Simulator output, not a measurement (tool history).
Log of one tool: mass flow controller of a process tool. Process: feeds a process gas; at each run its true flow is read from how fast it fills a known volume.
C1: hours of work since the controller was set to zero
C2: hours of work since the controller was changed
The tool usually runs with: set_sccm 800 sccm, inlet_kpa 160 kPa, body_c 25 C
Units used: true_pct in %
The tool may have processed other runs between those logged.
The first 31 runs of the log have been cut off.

Run 32, day 207.692: usual settings but set_sccm 886 sccm, inlet_kpa 239 kPa; C1 360; C2 8441. Result: true_pct 100.90 %.
Run 33, day 213.304: usual settings but set_sccm 886 sccm, inlet_kpa 142 kPa; C1 447; C2 8528. Result: true_pct 100.79 %.
Run 34, day 221.033: usual settings but set_sccm 177 sccm, body_c 26 C; C1 565; C2 8646. Result: true_pct 100.62 %.
Run 35, day 226.075: usual settings but set_sccm 177 sccm, inlet_kpa 254 kPa, body_c 32 C; C1 643; C2 8724. Result: true_pct 100.27 %.
Run 36, day 230.454: usual settings but set_sccm 177 sccm, inlet_kpa 254 kPa, body_c 32 C; C1 710; C2 8791. Result: true_pct 100.55 %.
Run 37, day 235.204: usual settings but set_sccm 177 sccm, inlet_kpa 254 kPa, body_c 32 C; C1 783; C2 8864. Result: true_pct 100.36 %.
Run 38, day 239.262: usual settings but set_sccm 152 sccm, body_c 23 C; C1 845; C2 8926. Result: true_pct 101.24 %.
Run 39, day 248.362: usual settings but inlet_kpa 182 kPa, body_c 30 C; C1 985; C2 9066. Result: true_pct 100.60 %.

Each row is a separate what-if for the run after 39, all from the same tool condition, not one after another. Results?
Run A, day 253.229: usual settings but set_sccm 442 sccm, inlet_kpa 147 kPa; C1 1060; C2 9141. Result: true_pct ?.
Run B, day 253.229: usual settings but set_sccm 579 sccm, inlet_kpa 265 kPa, body_c 36 C; C1 1060; C2 9141. Result: true_pct ?.
Run C, day 253.229: usual settings but inlet_kpa 250 kPa; C1 1060; C2 9141. Result: true_pct ?.
Run D, day 253.229: usual settings but body_c 26 C; C1 1060; C2 9141. Result: true_pct ?.
Run E, day 253.229: usual settings but set_sccm 658 sccm, inlet_kpa 271 kPa, body_c 35 C; C1 1060; C2 9141. Result: true_pct ?.

run  true_pct
  A    100.85
  B    100.16
  C    101.04
  D    100.89
  E    100.20
Without the tool's hidden state the same runs would have given:
run  true_pct
  A     99.60
  B     98.99
  C     99.94
  D     99.79
  E     99.06

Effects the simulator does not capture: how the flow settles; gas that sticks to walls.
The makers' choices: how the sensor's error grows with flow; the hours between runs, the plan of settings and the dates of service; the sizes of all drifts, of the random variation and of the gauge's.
